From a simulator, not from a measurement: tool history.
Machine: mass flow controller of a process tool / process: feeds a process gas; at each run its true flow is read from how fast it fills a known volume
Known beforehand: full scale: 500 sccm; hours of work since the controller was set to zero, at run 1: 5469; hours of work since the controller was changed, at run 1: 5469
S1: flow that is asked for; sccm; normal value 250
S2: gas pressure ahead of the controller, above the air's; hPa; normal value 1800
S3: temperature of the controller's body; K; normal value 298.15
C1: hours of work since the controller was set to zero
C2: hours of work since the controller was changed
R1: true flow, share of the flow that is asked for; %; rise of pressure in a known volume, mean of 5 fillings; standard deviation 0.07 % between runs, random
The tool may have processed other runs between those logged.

run,hour,S1,S2,S3,C1,C2,R1
1,0.0,250,1800,298.15,5469,5469,100.02
2,118.4,250,1800,298.15,5528,5528,99.93
3,295.2,250,1800,298.15,5615,5615,99.97
# hour 367.7: controller exchanged for a calibrated one
4,516.5,250,1800,298.15,73,73,99.24
5,698.9,250,1800,298.15,163,163,99.18
6,887.3,250,1800,298.15,256,256,99.36
7,1024.2,250,1800,298.15,324,324,99.29
8,1255.4,250,1800,298.15,438,438,99.15
9,1463.5,59,1800,298.15,540,540,98.25
10,1584.3,59,1800,298.15,600,600,98.24
11,1786.1,250,1800,309.15,699,699,99.77
12,1950.3,250,1800,309.15,780,780,99.87
13,2070.0,250,1800,309.15,839,839,99.93
14,2252.4,250,1800,309.15,929,929,99.93
15,2371.6,250,1800,309.15,988,988,99.96
16,2521.8,262,1800,309.15,1062,1062,100.03
17,2747.4,262,1800,309.15,1173,1173,100.06
18,2883.7,262,1800,309.15,1240,1240,100.08
19,2984.4,250,1800,310.15,1290,1290,100.03

What does the tool deliver on the next run?
20,3185.4,250,1800,310.15,1389,1389,?

Run 20 yielded R1 99.97 %.
If the tool had no hidden condition, the same run with the same run-to-run variation would have returned R1 99.75 %.

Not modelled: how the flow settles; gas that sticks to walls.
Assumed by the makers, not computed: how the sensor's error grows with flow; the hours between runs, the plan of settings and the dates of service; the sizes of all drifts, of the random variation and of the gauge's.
